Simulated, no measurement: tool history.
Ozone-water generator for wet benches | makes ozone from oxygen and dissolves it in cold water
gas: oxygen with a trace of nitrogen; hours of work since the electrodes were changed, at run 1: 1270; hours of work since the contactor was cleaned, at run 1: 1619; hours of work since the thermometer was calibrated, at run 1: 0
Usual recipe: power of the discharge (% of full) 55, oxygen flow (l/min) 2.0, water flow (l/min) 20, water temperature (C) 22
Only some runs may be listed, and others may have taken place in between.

| run | hour | power of the discharge (% of full) | oxygen flow (l/min) | water flow (l/min) | water temperature (C) | hours of work since the electrodes were changed | hours of work since the contactor was cleaned | hours of work since the thermometer was calibrated | dissolved ozone (ppm) | ozone in the gas ahead of the water (g/m3) |
|---|---|---|---|---|---|---|---|---|---|---|
| 1 | 0.0 | 55 | 2.0 | 20 | 22 | 1270 | 1619 | 0 | 10.1 | 162.3 |
| 2 | 93.3 | 55 | 2.0 | 20 | 22 | 1329 | 1678 | 59 | 10.0 | 162.3 |
| 3 | 188.2 | 55 | 2.0 | 20 | 22 | 1389 | 1738 | 119 | 10.0 | 164.2 |
| 4 | 338.7 | 55 | 2.0 | 20 | 22 | 1484 | 1833 | 214 | 9.8 | 163.3 |
| 5 | 495.0 | 55 | 2.0 | 20 | 22 | 1582 | 1932 | 312 | 10.1 | 162.2 |
| 6 | 664.1 | 55 | 2.0 | 20 | 22 | 1689 | 2039 | 419 | 10.0 | 161.3 |
| 7 | 860.2 | 55 | 2.0 | 20 | 22 | 1813 | 2162 | 543 | 9.9 | 162.7 |
| 8 | 982.0 | 55 | 2.0 | 20 | 22 | 1890 | 2239 | 620 | 10.0 | 163.6 |
| 9 | 1070.6 | 55 | 2.0 | 20 | 22 | 1946 | 2295 | 676 | 10.0 | 164.5 |
| 10 | 1184.9 | 55 | 2.0 | 20 | 22 | 2018 | 2367 | 748 | 10.0 | 161.7 |
| 11 | 1310.4 | 55 | 2.0 | 20 | 22 | 2097 | 2447 | 827 | 9.7 | 163.3 |

Expected results for the next run?
| 12 | 1508.5 | 55 | 3.6 | 20 | 22 | 2222 | 2572 | 952 | ? | ? |

{"run 12": {"dissolved ozone (ppm)": 9.8, "ozone in the gas ahead of the water (g/m3)": 109.7}}
If the tool had no hidden condition, the same run with the same run-to-run variation would have returned dissolved ozone (ppm) 9.8, ozone in the gas ahead of the water (g/m3) 109.7.
